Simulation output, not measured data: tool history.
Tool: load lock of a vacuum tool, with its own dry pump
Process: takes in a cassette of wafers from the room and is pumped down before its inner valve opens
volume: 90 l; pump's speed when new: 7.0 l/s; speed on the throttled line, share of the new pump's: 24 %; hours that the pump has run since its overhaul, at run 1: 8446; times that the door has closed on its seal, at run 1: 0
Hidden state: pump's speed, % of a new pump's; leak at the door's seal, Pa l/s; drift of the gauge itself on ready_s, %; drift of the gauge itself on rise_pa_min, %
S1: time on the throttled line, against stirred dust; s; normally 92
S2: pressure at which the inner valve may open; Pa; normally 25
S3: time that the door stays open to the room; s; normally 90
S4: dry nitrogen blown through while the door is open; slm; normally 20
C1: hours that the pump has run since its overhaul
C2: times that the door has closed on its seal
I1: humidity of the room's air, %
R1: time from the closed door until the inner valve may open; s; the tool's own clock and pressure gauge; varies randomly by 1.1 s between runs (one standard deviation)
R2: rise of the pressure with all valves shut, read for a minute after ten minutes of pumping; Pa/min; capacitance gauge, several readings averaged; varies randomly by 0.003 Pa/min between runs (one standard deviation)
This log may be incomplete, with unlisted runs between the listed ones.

run 1 hour=0 | S1=92 S2=25 S3=90 S4=20 | C1=8446 C2=0 | I1=45.4 | R1=178.1 R2=0.023
run 2 hour=236.9 | S1=92 S2=25 S3=90 S4=20 | C1=8683 C2=1123 | I1=45.5 | R1=180.4 R2=0.023
run 3 hour=763.4 | S1=92 S2=25 S3=90 S4=4 | C1=9209 C2=3619 | I1=44.5 | R1=176.4 R2=0.034
run 4 hour=1132.2 | S1=92 S2=25 S3=90 S4=4 | C1=9578 C2=5367 | I1=41.6 | R1=177.5 R2=0.033
run 5 hour=1527.8 | S1=92 S2=25 S3=90 S4=4 | C1=9974 C2=7242 | I1=46.9 | R1=181.5 R2=0.037
run 6 hour=1787 | S1=92 S2=25 S3=90 S4=4 | C1=10233 C2=8470 | I1=47.2 | R1=178.3 R2=0.043
run 7 hour=2313.3 | S1=92 S2=37 S3=90 S4=20 | C1=10759 C2=10965 | I1=47.1 | R1=173.9 R2=0.027
run 8 hour=2749.4 | S1=92 S2=37 S3=90 S4=20 | C1=11195 C2=13032 | I1=43.5 | R1=172.2 R2=0.026
run 9 hour=3160 | S1=92 S2=37 S3=90 S4=20 | C1=11606 C2=14978 | I1=46 | R1=173.2 R2=0.033
run 10 hour=3473.7 | S1=92 S2=37 S3=90 S4=20 | C1=11920 C2=16465 | I1=46.9 | R1=174.7 R2=0.028
run 11 hour=3865.6 | S1=92 S2=37 S3=90 S4=20 | C1=12311 C2=18323 | I1=45.1 | R1=173.8 R2=0.021
run 12 hour=4322 | S1=98 S2=37 S3=90 S4=20 | C1=12768 C2=20486 | I1=46 | R1=175.1 R2=0.029
run 13 hour=4637.1 | S1=68 S2=25 S3=90 S4=20 | C1=13083 C2=21980 | I1=43.7 | R1=160.5 R2=0.02
run 14 hour=4861.1 | S1=68 S2=25 S3=90 S4=20 | C1=13307 C2=23042 | I1=44.5 | R1=159.3 R2=0.026
run 15 hour=5297.8 | S1=68 S2=25 S3=90 S4=20 | C1=13744 C2=25111 | I1=47 | R1=161.2 R2=0.023
run 16 hour=5746.6 | S1=103 S2=25 S3=90 S4=20 | C1=14192 C2=27239 | I1=43.7 | R1=184.8 R2=0.024
run 17 hour=6233.5 | S1=74 S2=25 S3=90 S4=20 | C1=14679 C2=29547 | I1=43.6 | R1=163.9 R2=0.02
run 18 hour=6618.8 | S1=74 S2=25 S3=90 S4=5 | C1=15065 C2=31373 | I1=42.3 | R1=165.3 R2=0.033
run 19 hour=7034.2 | S1=92 S2=25 S3=90 S4=6 | C1=15480 C2=33342 | I1=45.9 | R1=178 R2=0.04
run 20 hour=7416.3 | S1=92 S2=43 S3=164 S4=6 | C1=15862 C2=35153 | I1=43.5 | R1=170.5 R2=0.049
run 21 hour=7722 | S1=92 S2=43 S3=164 S4=6 | C1=16168 C2=36602 | I1=43.4 | R1=169.9 R2=0.047
run 22 hour=7943.8 | S1=92 S2=25 S3=90 S4=10 | C1=16390 C2=37653 | I1=49.9 | R1=177 R2=0.034
run 23 hour=8449.6 | S1=92 S2=46 S3=146 S4=20 | C1=16895 C2=40051 | I1=46.9 | R1=170.5 R2=0.032
run 24 hour=8694.5 | S1=92 S2=29 S3=189 S4=20 | C1=17140 C2=41212 | I1=47.2 | R1=177.1 R2=0.035
run 25 hour=8915.2 | S1=92 S2=23 S3=189 S4=17 | C1=17361 C2=42258 | I1=43.2 | R1=179.1 R2=0.039
run 26 hour=9211.9 | S1=92 S2=23 S3=113 S4=8 | C1=17658 C2=43664 | I1=44.2 | R1=178.8 R2=0.034
run 27 hour=9734.1 | S1=92 S2=23 S3=113 S4=8 | C1=18180 C2=46139 | I1=46.9 | R1=178.6 R2=0.04
run 28 hour=10131.8 | S1=92 S2=25 S3=36 S4=18 | C1=18578 C2=48024 | I1=47.4 | R1=178.3 R2=0.013
-- hour=10519.2 dry pump taken out, an overhauled one fitted
run 29 hour=10520.1 | S1=92 S2=25 S3=36 S4=18 | C1=1 C2=49836 | I1=45.3 | R1=178.1 R2=0.018
run 30 hour=10774.1 | S1=92 S2=21 S3=90 S4=20 | C1=255 C2=51040 | I1=43.4 | R1=181.6 R2=0.022
run 31 hour=11243.1 | S1=92 S2=21 S3=90 S4=20 | C1=724 C2=53263 | I1=45.4 | R1=182.3 R2=0.026
run 32 hour=11506.3 | S1=92 S2=21 S3=90 S4=20 | C1=987 C2=54511 | I1=44.7 | R1=179.9 R2=0.026
run 33 hour=11978.7 | S1=92 S2=43 S3=75 S4=20 | C1=1459 C2=56750 | I1=45.8 | R1=169.5 R2=0.029
run 34 hour=12381.6 | S1=92 S2=41 S3=90 S4=5 | C1=1862 C2=58660 | I1=44.6 | R1=172.2 R2=0.039
run 35 hour=12828.6 | S1=92 S2=41 S3=90 S4=5 | C1=2309 C2=60778 | I1=44.1 | R1=172.7 R2=0.035
run 36 hour=13128.4 | S1=92 S2=31 S3=73 S4=20 | C1=2609 C2=62200 | I1=47.5 | R1=176.1 R2=0.03

4 options for the next run, each taken on its own from the tool as it stands now. Forecast them:
run A hour=13597 | S1=125 S2=22 S3=90 S4=4 | C1=3078 C2=64421 | I1=45.7 | R1=? R2=?
run B hour=13597 | S1=92 S2=31 S3=48 S4=20 | C1=3078 C2=64421 | I1=44.7 | R1=? R2=?
run C hour=13597 | S1=118 S2=50 S3=90 S4=20 | C1=3078 C2=64421 | I1=42.9 | R1=? R2=?
run D hour=13597 | S1=151 S2=31 S3=73 S4=23 | C1=3078 C2=64421 | I1=49 | R1=? R2=?

run=A R1=203.6 R2=0.04
run=B R1=175.4 R2=0.022
run=C R1=188.5 R2=0.026
run=D R1=219.4 R2=0.026
The same runs, with their run-to-run variation unchanged, on a tool lacking any hidden condition would have given:
run=A R1=203.6 R2=0.038
run=B R1=175.3 R2=0.019
run=C R1=188.5 R2=0.024
run=D R1=219.3 R2=0.023

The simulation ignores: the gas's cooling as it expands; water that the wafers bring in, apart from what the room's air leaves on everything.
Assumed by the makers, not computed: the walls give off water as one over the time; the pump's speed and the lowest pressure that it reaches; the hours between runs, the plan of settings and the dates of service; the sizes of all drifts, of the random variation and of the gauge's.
